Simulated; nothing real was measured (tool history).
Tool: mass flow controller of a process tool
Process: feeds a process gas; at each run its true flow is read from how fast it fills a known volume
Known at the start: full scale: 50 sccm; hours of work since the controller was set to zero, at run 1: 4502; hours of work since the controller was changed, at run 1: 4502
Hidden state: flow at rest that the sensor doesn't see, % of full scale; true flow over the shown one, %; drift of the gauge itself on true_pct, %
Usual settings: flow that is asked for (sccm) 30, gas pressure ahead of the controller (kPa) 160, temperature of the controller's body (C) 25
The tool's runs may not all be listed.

run    hour  flow that is asked for (sccm)  gas pressure ahead of the controller (kPa)  temperature of the controller's body (C)  hours of work since the controller was set to zero  hours of work since the controller was changed  true flow (%)
  1       0                             30                                         160                                        25                                                4502                                            4502          99.05
  2   108.9                             30                                         160                                        25                                                4561                                            4561          99.22
  3   247.9                             30                                         160                                        25                                                4636                                            4636          99.17
  4   318.9                             30                                         160                                        25                                                4674                                            4674          99.04
  5   451.6                             30                                         160                                        25                                                4746                                            4746          99.02
  6     605                             30                                         160                                        25                                                4828                                            4828          99.15
  7   727.4                             30                                         244                                        25                                                4895                                            4895          98.95
  8     805                             30                                         244                                        25                                                4936                                            4936          98.84
  9     957                             30                                         160                                        25                                                5019                                            5019          99.07
 10  1092.1                             30                                         160                                        25                                                5091                                            5091          99.01
 11  1235.5                             30                                         160                                        25                                                5169                                            5169          98.92
 12  1401.2                             30                                         160                                        25                                                5258                                            5258          98.99
 13  1475.7                             30                                         160                                        25                                                5299                                            5299          98.92
 14  1582.8                             30                                         158                                        25                                                5356                                            5356             99
 15  1717.9                              6                                         158                                        25                                                5429                                            5429          100.5
 16  1870.2                             19                                         158                                        25                                                5511                                            5511          99.16
 17  1969.5                             45                                         160                                        25                                                5565                                            5565          98.94
 18  2040.5                             45                                         160                                        25                                                5603                                            5603          98.83
 19  2145.1                             45                                         160                                        25                                                5660                                            5660          98.92
 20  2287.4                             21                                         160                                        25                                                5737                                            5737             99
 21  2426.4                             30                                         160                                        25                                                5812                                            5812          98.92
 22  2510.5                             46                                         160                                        25                                                5857                                            5857          98.79
 23  2610.6                             30                                         160                                        30                                                5911                                            5911          99.27
 24  2745.4                             30                                         160                                        30                                                5984                                            5984          99.26
 25  2888.1                             45                                         150                                        21                                                6061                                            6061          98.48
 26  2992.6                             25                                         150                                        31                                                6117                                            6117          99.48
     3001.1  -- controller's zero set anew
 27  3137.8                             25                                         150                                        31                                                  74                                            6196          99.48
 28  3263.2                             25                                         150                                        31                                                 141                                            6263          99.58
 29  3393.3                             47                                         260                                        25                                                 212                                            6333           98.6
       3487  -- controller's zero set anew, once more
     3499.2  -- controller exchanged for a calibrated one
 30  3499.2                             10                                         197                                        26                                                   0                                               0         100.02
 31    3588                              5                                         224                                        33                                                  48                                              48         100.53
 32  3707.5                             18                                         224                                        22                                                 112                                             112          99.75
 33  3812.4                             10                                         224                                        21                                                 169                                             169          99.55
 34  3976.1                             10                                         224                                        21                                                 257                                             257          99.46
 35  4125.8                             10                                         247                                        26                                                 338                                             338          99.99
 36  4245.3                             13                                         191                                        25                                                 403                                             403          99.86
 37  4337.3                             10                                         220                                        21                                                 452                                             452          99.44
 38  4484.7                             10                                         220                                        21                                                 532                                             532          99.69
 39  4586.1                             10                                         220                                        21                                                 587                                             587          99.54
 40  4726.4                             30                                         229                                        21                                                 662                                             662           99.4
 41  4810.8                              8                                         160                                        27                                                 708                                             708         100.09
 42  4898.1                              8                                         160                                        27                                                 755                                             755         100.16
 43  5023.6                             20                                         160                                        32                                                 823                                             823         100.69
 44  5185.1                             20                                         160                                        32                                                 910                                             910         100.68
 45  5276.5                             17                                         249                                        22                                                 959                                             959          99.54
 46  5401.4                             17                                         249                                        22                                                1027                                            1027          99.53
 47  5564.1                             17                                         249                                        22                                                1115                                            1115          99.39

5 ways to go on from here, each from the tool as it stands after run 47. What would each give?
  A  5671.8                              6                                         231                                        29                                                1173                                            1173              ?
  B  5671.8                             10                                         256                                        22                                                1173                                            1173              ?
  C  5671.8                              5                                         161                                        22                                                1173                                            1173              ?
  D  5671.8                             17                                         164                                        22                                                1173                                            1173              ?
  E  5671.8                             12                                         176                                        28                                                1173                                            1173              ?

run  true flow (%)
  A         100.52
  B          99.48
  C         100.04
  D          99.68
  E         100.15
Without the tool's hidden state the same runs would have given:
run  true flow (%)
  A           99.9
  B           99.1
  C          99.31
  D          99.45
  E          99.83
